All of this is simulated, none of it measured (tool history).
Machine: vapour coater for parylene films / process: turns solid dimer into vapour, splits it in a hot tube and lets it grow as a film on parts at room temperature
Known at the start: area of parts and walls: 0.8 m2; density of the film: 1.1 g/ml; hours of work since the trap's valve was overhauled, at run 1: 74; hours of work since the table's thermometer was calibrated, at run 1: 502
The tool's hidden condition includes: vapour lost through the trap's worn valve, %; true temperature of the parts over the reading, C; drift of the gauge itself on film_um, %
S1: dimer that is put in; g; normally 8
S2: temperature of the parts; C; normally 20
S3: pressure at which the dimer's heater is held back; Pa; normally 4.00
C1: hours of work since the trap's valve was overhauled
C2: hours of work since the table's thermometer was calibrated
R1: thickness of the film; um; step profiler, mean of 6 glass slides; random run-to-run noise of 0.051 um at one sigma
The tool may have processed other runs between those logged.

run    hour  S1  S2    S3   C1   C2    R1
  1     0.0   8  20  4.00   74  502  5.70
  2    30.9   8  20  4.00   88  516  5.68
  3    91.8   6  20  4.00  115  542  4.29
  4   121.1  10  20  4.00  127  555  7.01
  5   177.5   8  20  4.00  152  580  5.74
  6   219.4   8  20  4.00  171  598  5.61
  7   257.3   8  20  4.00  187  615  5.59
  8   313.8   8  17  4.00  212  640  6.54
  9   357.9   8  17  4.00  231  659  6.39
 10   385.8   8  17  4.00  244  672  6.43
 11   413.6   8  20  4.00  256  684  5.60
 12   451.9   8  20  4.00  273  701  5.48
 13   495.0   8  20  4.00  292  720  5.52
 14   557.6   8  20  4.00  319  747  5.57
 15   599.2   8  20  4.00  337  765  5.47
 16   652.2   5  20  4.00  361  789  3.46
 17   687.2   8  20  4.00  376  804  5.55
 18   738.5   8  20  4.00  399  826  5.55
 19   766.5   8  20  4.00  411  839  5.54
 20   795.1   8  20  2.73  423  851  5.83
 21   825.1   8  20  2.73  437  864  5.87
 22   851.9   8  15  2.73  448  876  7.62
      896.3  -- trap's valve overhauled
 23   911.9   5  20  4.00    7  901  3.57
 24   941.9   8  20  3.02   20  914  6.07
 25   983.0  10  21  4.33   38  932  6.72
      987.8  -- table's thermometer calibrated
 26  1027.3  10  22  4.33   57   17  6.30
 27  1076.1   4  25  2.98   79   39  2.36
 28  1138.1   4  29  3.06  106   66  1.90
     1177.9  -- table's thermometer calibrated, once more
 29  1177.9   4  29  3.06  123    0  2.00
 30  1227.0   4  29  3.06  144   22  2.01
 31  1281.4   4  29  3.06  168   45  1.99
 32  1328.5   6  29  3.06  189   66  2.96
 33  1361.6   5  14  4.00  203   81  4.83
 34  1392.1   5  14  4.00  217   94  4.78
 35  1420.2   5  14  4.00  229  106  4.76
 36  1463.0  12  21  2.54  248  125  9.13
 37  1505.0   8  25  7.52  266  144  3.95
 38  1540.8   8  25  7.52  282  159  3.91
 39  1587.2   5  20  4.00  303  180  3.60
 40  1641.6   4  16  4.00  326  204  3.45
 41  1697.5   4  16  4.00  351  228  3.45
 42  1752.4   8  20  2.58  375  252  6.24
 43  1817.2  10  20  8.06  404  281  6.03
 44  1863.3  10  20  8.06  424  301  6.01
 45  1902.8  10  20  8.06  441  318  6.00
 46  1954.7   3  19  4.00  464  341  2.22
     1962.6  -- trap's valve overhauled
 47  2012.1   3  19  4.00   22  365  2.30
 48  2049.9   6  28  2.02   38  381  3.47

Here are 3 independent what-if runs from the current tool condition. What would each one return?
  A  2110.4   6  14  10.63  65  408   ?
  B  2110.4   5  28   2.02  65  408   ?
  C  2110.4   6  20   6.15  65  408   ?

run    R1
  A  4.73
  B  2.82
  C  3.98
Had the tool no hidden state, the same runs would have come out as:
run    R1
  A  4.81
  B  2.86
  C  4.05
